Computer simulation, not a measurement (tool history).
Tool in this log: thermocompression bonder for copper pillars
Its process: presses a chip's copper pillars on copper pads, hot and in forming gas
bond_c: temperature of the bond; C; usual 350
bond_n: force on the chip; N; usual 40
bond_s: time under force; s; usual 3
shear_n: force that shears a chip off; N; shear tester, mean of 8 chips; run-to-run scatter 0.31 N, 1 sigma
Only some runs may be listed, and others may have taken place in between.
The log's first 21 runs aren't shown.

| run | day | bond_c | bond_n | bond_s | hours of work since the heater was calibrated | hours of work since the force cell was calibrated | hours of work since the gas filter was changed | shear_n |
|---|---|---|---|---|---|---|---|---|
| 22 | 30.542 | 339 | 30 | 3 | 163 | 241 | 92 | 52.2 |
| 23 | 32.062 | 339 | 30 | 3 | 190 | 269 | 119 | 51.8 |
| 24 | 32.996 | 339 | 30 | 3 | 207 | 285 | 136 | 51.9 |
| 25 | 34.483 | 341 | 51 | 7 | 234 | 312 | 163 | 104.2 |
|  | 35.679 | forming gas filter changed |
| 26 | 36.054 | 341 | 51 | 7 | 261 | 340 | 7 | 109.2 |
| 27 | 37.279 | 331 | 40 | 3 | 283 | 362 | 29 | 66.9 |
| 28 | 38.867 | 331 | 40 | 3 | 312 | 391 | 57 | 65.7 |
| 29 | 40.225 | 336 | 40 | 3 | 336 | 415 | 82 | 68.8 |
| 30 | 42.112 | 336 | 40 | 3 | 371 | 449 | 116 | 68.6 |
| 31 | 43.079 | 369 | 44 | 3 | 388 | 467 | 133 | 94.4 |
| 32 | 44.779 | 350 | 50 | 5 | 419 | 497 | 164 | 101.7 |
|  | 45.912 | forming gas filter changed |
| 33 | 45.983 | 343 | 53 | 8 | 440 | 519 | 1 | 115.1 |
| 34 | 47.462 | 341 | 40 | 2 | 466 | 545 | 28 | 64.8 |
| 35 | 48.925 | 330 | 53 | 6 | 493 | 571 | 54 | 100.6 |
| 36 | 49.933 | 355 | 53 | 6 | 511 | 590 | 72 | 113.6 |
| 37 | 51.638 | 355 | 53 | 6 | 542 | 620 | 103 | 112.5 |

Below are 3 alternative next runs, each starting from the tool's condition after run 37. Predict each:
| A | 53.054 | 355 | 53 | 5 | 567 | 646 | 129 | ? |
| B | 53.054 | 350 | 40 | 3 | 567 | 646 | 129 | ? |
| C | 53.054 | 353 | 40 | 3 | 567 | 646 | 129 | ? |

| run | shear_n |
|---|---|
| A | 108.7 |
| B | 77.8 |
| C | 79.6 |
Without the tool's unlogged condition, the same runs would have read:
| run | shear_n |
|---|---|
| A | 111.9 |
| B | 79.2 |
| C | 81 |
